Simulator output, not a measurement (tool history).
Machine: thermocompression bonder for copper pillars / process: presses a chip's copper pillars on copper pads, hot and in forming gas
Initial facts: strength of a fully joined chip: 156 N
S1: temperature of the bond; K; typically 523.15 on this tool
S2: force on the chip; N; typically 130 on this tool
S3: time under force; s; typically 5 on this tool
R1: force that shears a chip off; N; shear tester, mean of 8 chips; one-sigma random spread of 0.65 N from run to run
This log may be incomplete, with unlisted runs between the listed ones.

run   hour      S1   S2  S3     R1
  1      0  523.15  130   5   74.8
  2    7.1  523.15  130   5   74.3
  3     12  523.15  130   5   74.2
  4   17.6  523.15  130   5   74.7
  5   22.3  523.15  130   5     75
  6   26.1  523.15  130   5     75
  7   34.1  523.15  130   5   74.1
  8   43.1  523.15  130   5     75
  9   50.7  523.15  130   5   76.3
 10   58.4  523.15  130   5   74.9
 11   65.5  523.15  130   5   75.2
 12   74.9  523.15  130   3   62.6
 13   78.8  523.15  130   5   74.6
 14   86.3  510.15  116   4   51.6
 15   93.3  535.15  113  14  102.7
 16   98.4  535.15  113  14  103.3
 17  103.8  535.15  113  14  102.9
 18  112.9  535.15  113  14  102.7
 19  118.9  535.15  113  14  103.9
 20  123.8  523.15   92   9     66
 21  129.1  515.15  130  12     91
 22  133.7  523.15  117   5   67.5
 23    143  523.15  117   5   68.4
 24  146.9  510.15  187   3   75.5
 25  155.6  523.15  134   5   77.2
 26  162.3  546.15  102   3   63.2

What if the next run were any one of these 3? Each begins from the tool's condition after run 26:
  A  168.9  493.15   80   6   ?
  B  168.9  523.15  178   5   ?
  C  168.9  528.15  165   8   ?

run     R1
  A   31.4
  B   98.1
  C  109.7
With the hidden condition removed and each run's random variation left untouched, the same runs would have given:
run    R1
  A  31.5
  B  98.4
  C   110
